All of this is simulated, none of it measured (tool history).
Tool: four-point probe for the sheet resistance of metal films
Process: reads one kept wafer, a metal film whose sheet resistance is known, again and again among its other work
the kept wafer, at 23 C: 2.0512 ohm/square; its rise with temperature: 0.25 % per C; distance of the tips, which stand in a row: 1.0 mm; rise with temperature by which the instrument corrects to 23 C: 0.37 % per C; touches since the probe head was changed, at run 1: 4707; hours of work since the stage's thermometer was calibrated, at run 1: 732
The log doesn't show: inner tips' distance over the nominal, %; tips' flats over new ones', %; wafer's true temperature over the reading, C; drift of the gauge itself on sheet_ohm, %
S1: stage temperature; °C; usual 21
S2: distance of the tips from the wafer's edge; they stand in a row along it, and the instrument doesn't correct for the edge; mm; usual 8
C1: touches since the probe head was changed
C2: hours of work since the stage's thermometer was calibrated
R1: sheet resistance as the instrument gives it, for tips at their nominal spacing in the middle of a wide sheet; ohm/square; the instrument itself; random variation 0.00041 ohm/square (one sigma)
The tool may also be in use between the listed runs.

| run | hour | S1 | S2 | C1 | C2 | R1 |
|---|---|---|---|---|---|---|
| 1 | 0 | 21 | 8 | 4707 | 732 | 2.076162 |
| 2 | 93.3 | 21 | 8 | 7777 | 805 | 2.075209 |
| 3 | 166.5 | 21 | 8 | 10188 | 862 | 2.07581 |
| 4 | 280.2 | 21 | 3 | 13928 | 951 | 2.173385 |
| 5 | 335.9 | 33 | 8 | 15764 | 995 | 2.047327 |
| 6 | 457.6 | 33 | 8 | 19767 | 1090 | 2.045679 |
| 7 | 569.3 | 33 | 8 | 23442 | 1177 | 2.045753 |
| 8 | 675.7 | 33 | 8 | 26946 | 1261 | 2.044619 |
| 9 | 763.2 | 21 | 8 | 29827 | 1329 | 2.071355 |
| 10 | 854.2 | 21 | 17 | 32820 | 1400 | 2.058419 |
| 11 | 937.5 | 21 | 17 | 35562 | 1466 | 2.058359 |
| 12 | 1001 | 21 | 17 | 37650 | 1515 | 2.057515 |
| 13 | 1111.4 | 21 | 8 | 41285 | 1602 | 2.069523 |
| 14 | 1202.5 | 21 | 8 | 44283 | 1673 | 2.069825 |
| 15 | 1326.8 | 25 | 8 | 48375 | 1770 | 2.060184 |
| 16 | 1416 | 25 | 8 | 51311 | 1840 | 2.058895 |
| 17 | 1519.3 | 21 | 45 | 54709 | 1921 | 2.051719 |
| 18 | 1596.8 | 21 | 45 | 57260 | 1981 | 2.051583 |
| 19 | 1728 | 21 | 45 | 61579 | 2084 | 2.050902 |
| 20 | 1845.9 | 21 | 8 | 65457 | 2176 | 2.066749 |
| 21 | 1915 | 18 | 8 | 67734 | 2231 | 2.072976 |
| 22 | 1982.9 | 18 | 8 | 69968 | 2284 | 2.072441 |
|  | 2040.1 | stage's thermometer calibrated |
| 23 | 2086.9 | 32 | 19 | 73372 | 37 | 2.028251 |
| 24 | 2166.1 | 20 | 4 | 75981 | 99 | 2.118499 |
| 25 | 2234.5 | 23 | 15 | 78231 | 152 | 2.048617 |
| 26 | 2314.5 | 26 | 58 | 80863 | 215 | 2.037838 |

Run 27 comes next. What will it give?
| 27 | 2417.6 | 26 | 58 | 84257 | 295 | ? |

{"run 27": {"R1": 2.036517}}
Without the tool's hidden state the same run would have given R1 2.04439 ohm/square.
